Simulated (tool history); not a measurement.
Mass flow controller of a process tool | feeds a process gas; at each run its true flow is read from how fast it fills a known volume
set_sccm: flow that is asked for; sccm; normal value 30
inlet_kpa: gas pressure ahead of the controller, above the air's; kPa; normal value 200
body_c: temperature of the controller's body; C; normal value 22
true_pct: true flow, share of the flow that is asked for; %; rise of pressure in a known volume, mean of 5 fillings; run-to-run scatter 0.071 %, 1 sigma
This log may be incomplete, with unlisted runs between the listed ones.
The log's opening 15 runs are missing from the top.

| run | hour | set_sccm | inlet_kpa | body_c | hours of work since the controller was set to zero | hours of work since the controller was changed | true_pct |
|---|---|---|---|---|---|---|---|
| 16 | 1659.2 | 30 | 215 | 22 | 1353 | 1353 | 98.50 |
| 17 | 1769.0 | 30 | 200 | 30 | 1390 | 1390 | 97.87 |
| 18 | 1872.5 | 30 | 200 | 30 | 1425 | 1425 | 97.83 |
| 19 | 1989.2 | 30 | 200 | 22 | 1464 | 1464 | 98.44 |
| 20 | 2127.9 | 30 | 200 | 22 | 1511 | 1511 | 98.29 |
| 21 | 2200.3 | 30 | 200 | 35 | 1535 | 1535 | 97.26 |
| 22 | 2317.1 | 30 | 200 | 35 | 1574 | 1574 | 97.05 |
| 23 | 2468.7 | 30 | 200 | 35 | 1625 | 1625 | 97.15 |
| 24 | 2603.5 | 30 | 200 | 35 | 1671 | 1671 | 97.03 |
| 25 | 2682.6 | 5 | 192 | 22 | 1697 | 1697 | 97.32 |
| 26 | 2828.7 | 17 | 174 | 29 | 1747 | 1747 | 97.10 |
| 27 | 2953.9 | 13 | 221 | 23 | 1789 | 1789 | 97.01 |
| 28 | 3037.0 | 30 | 200 | 24 | 1817 | 1817 | 97.66 |
| 29 | 3130.6 | 30 | 207 | 22 | 1848 | 1848 | 97.69 |

The next listed run, before its measurement:
| 30 | 3254.6 | 5 | 212 | 29 | 1890 | 1890 | ? |

Logged for run 30: true_pct 96.02 %.
With no hidden state in the tool, this same run would have given true_pct 97.95 %.

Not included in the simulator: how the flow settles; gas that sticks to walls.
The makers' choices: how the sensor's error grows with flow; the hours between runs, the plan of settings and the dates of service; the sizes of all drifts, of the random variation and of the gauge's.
